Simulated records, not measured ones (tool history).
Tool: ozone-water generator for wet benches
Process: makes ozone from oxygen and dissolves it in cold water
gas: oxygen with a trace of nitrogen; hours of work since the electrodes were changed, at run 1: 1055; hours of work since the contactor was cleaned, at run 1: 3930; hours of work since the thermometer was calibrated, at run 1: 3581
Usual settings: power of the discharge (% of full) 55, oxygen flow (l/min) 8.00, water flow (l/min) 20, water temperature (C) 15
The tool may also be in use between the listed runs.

run	hour	power of the discharge (% of full)	oxygen flow (l/min)	water flow (l/min)	water temperature (C)	hours of work since the electrodes were changed	hours of work since the contactor was cleaned	hours of work since the thermometer was calibrated	dissolved ozone (ppm)	ozone in the gas ahead of the water (g/m3)
1	0.0	55	8.00	20	15	1055	3930	3581	17.5	149.6
2	81.5	55	8.00	20	10	1116	3991	3642	18.5	146.9
3	197.1	55	8.00	20	10	1203	4078	3728	19.0	146.3
4	258.2	55	8.00	20	10	1249	4124	3774	19.0	147.4
# hour 334.9: water thermometer calibrated
5	359.2	55	8.00	20	10	1324	4199	18	18.7	148.0
6	431.9	55	8.00	20	10	1378	4254	73	19.0	147.3
7	534.2	55	8.00	25	10	1455	4330	149	15.6	147.4
8	627.3	55	8.00	25	10	1525	4400	219	15.7	146.2
9	735.2	55	8.71	20	8	1606	4481	300	19.5	142.8
10	838.8	55	8.71	13	8	1683	4558	377	27.5	140.9
11	910.7	57	8.71	14	8	1737	4612	431	26.4	146.1
12	1019.0	65	4.65	14	9	1818	4693	512	25.7	197.1
13	1085.0	68	4.06	20	15	1868	4743	562	17.4	212.6
14	1183.3	53	4.06	20	12	1941	4816	635	15.0	177.8
15	1280.6	53	4.06	20	12	2014	4889	708	15.0	176.7
16	1398.0	55	7.84	20	23	2102	4977	796	14.8	146.4

Forecast each of these 5 alternatives for the next run:
A	1467.0	55	7.84	20	10	2154	5029	848	?	?
B	1467.0	47	4.20	23	23	2154	5029	848	?	?
C	1467.0	49	7.84	22	7	2154	5029	848	?	?
D	1467.0	55	10.47	16	12	2154	5029	848	?	?
E	1467.0	55	5.12	19	9	2154	5029	848	?	?

run	dissolved ozone (ppm)	ozone in the gas ahead of the water (g/m3)
A	18.2	146.2
B	10.7	160.9
C	16.3	133.6
D	21.5	132.7
E	18.0	169.6
Without the tool's hidden state the same runs would have given:
run	dissolved ozone (ppm)	ozone in the gas ahead of the water (g/m3)
A	19.5	151.3
B	11.4	165.6
C	17.4	137.7
D	22.9	137.3
E	19.2	175.5
